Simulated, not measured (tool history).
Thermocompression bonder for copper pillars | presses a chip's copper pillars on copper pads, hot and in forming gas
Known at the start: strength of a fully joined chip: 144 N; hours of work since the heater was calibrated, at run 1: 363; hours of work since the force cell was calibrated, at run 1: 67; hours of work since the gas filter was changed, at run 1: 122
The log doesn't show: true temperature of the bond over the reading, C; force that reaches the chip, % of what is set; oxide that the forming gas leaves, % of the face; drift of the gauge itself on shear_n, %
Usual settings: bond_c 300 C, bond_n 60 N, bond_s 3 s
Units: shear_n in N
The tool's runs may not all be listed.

run,hour,bond_c,bond_n,bond_s,hours of work since the heater was calibrated,hours of work since the force cell was calibrated,hours of work since the gas filter was changed,shear_n
1,0.0,300,60,3,363,67,122,61.6
2,28.2,300,55,3,382,86,141,59.2
3,66.6,300,74,3,407,111,166,71.8
# hour 77.1: forming gas filter changed
4,94.4,300,60,3,425,129,11,65.7
5,117.6,300,60,8,440,144,27,90.6
6,135.4,300,60,8,452,156,38,89.3
7,152.5,300,60,8,463,167,50,89.3
8,187.7,300,60,8,486,191,73,88.1
9,226.0,300,60,8,512,216,98,87.3
10,266.1,300,60,3,538,242,125,62.4
11,288.0,300,60,3,552,257,139,63.0
# hour 293.0: heater calibrated with a thermocouple chip
12,310.6,300,60,7,12,270,153,81.3
13,330.8,300,60,3,25,283,166,60.0
# hour 340.8: forming gas filter changed
14,358.8,301,60,3,43,302,12,66.1
15,388.6,300,71,2,63,321,31,62.8
# hour 398.0: heater calibrated with a thermocouple chip, once more
16,417.8,300,60,7,13,339,49,85.7
17,457.4,277,78,4,39,365,75,66.3
18,485.8,277,47,4,58,384,94,45.7
19,506.6,300,72,3,71,398,108,70.7
20,535.6,326,59,7,91,417,127,98.4
21,569.4,326,59,7,113,439,149,97.6
# hour 604.8: forming gas filter changed
22,608.9,323,60,3,139,465,3,81.3
23,627.9,314,82,5,151,477,15,101.6
24,648.8,323,58,2,165,491,29,66.0
25,673.4,280,60,5,181,507,45,61.9
26,697.1,313,60,3,197,523,61,69.8
27,733.0,313,60,3,220,546,84,69.8

Forecast each of these 5 alternatives for the next run:
A,757.7,322,60,2,237,563,101,?
B,757.7,323,72,3,237,563,101,?
C,757.7,300,80,2,237,563,101,?
D,757.7,305,56,3,237,563,101,?
E,757.7,313,62,2,237,563,101,?

run,shear_n
A,65.2
B,85.4
C,64.8
D,60.8
E,63.5
Without the tool's hidden state the same runs would have given:
run,shear_n
A,70.7
B,91.9
C,70.4
D,66.3
E,69.0
